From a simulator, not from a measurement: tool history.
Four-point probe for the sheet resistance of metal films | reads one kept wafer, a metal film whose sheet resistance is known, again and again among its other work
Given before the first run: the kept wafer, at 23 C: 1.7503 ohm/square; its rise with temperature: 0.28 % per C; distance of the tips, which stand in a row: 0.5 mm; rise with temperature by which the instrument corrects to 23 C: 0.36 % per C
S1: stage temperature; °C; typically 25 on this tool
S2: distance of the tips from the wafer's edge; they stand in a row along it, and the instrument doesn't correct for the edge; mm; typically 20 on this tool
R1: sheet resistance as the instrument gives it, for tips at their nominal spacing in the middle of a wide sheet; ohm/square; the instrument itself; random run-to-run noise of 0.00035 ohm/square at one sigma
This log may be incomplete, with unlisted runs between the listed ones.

run   hour  S1  S2        R1
  1      0  25  20  1.736241
  2   11.6  20  20   1.74362
  3   24.9  25  57  1.735211
  4   34.2  25  20  1.736924
  5   44.9  25  20  1.736635
  6   58.1  25  20   1.73646
  7   68.3  25  20  1.735821
  8     80  25   8  1.739569
  9   90.5  25  20  1.736078
 10   97.3  25  20  1.736129
 11  104.9  25   6  1.741801
 12  117.9  25   6  1.741589
 13  133.8  29   6  1.736618
 14  146.7  34  26  1.724267
 15  154.9  28  63  1.731277
 16  167.3  23  10  1.740294
 17  181.3  25   6  1.742046
 18    193  31   4   1.74229
     194.4  -- stage's thermometer calibrated
 19  209.9  32  16  1.726965
 20  224.9  32  16  1.726796
 21  235.5  22  31  1.739024
 22  244.7  19  20  1.743446
 23  260.4  19  20  1.743985
 24  270.5  24   9  1.739025
     273.5  -- stage's thermometer calibrated, once more
 25  278.4  24   5  1.746529
 26  289.5  24   5  1.745958

Branching from run 26: 5 alternative next runs. What would each branch give?
  A   300  24   3   ?
  B   300  29  71   ?
  C   300  24  20   ?
  D   300  34   5   ?
  E   300  25   4   ?

run        R1
  A  1.762535
  B  1.729906
  C  1.737602
  D  1.732564
  E  1.749758
With no hidden state in the tool, these same runs would have given:
run        R1
  A  1.775081
  B  1.742234
  C  1.749985
  D  1.744907
  E   1.76222
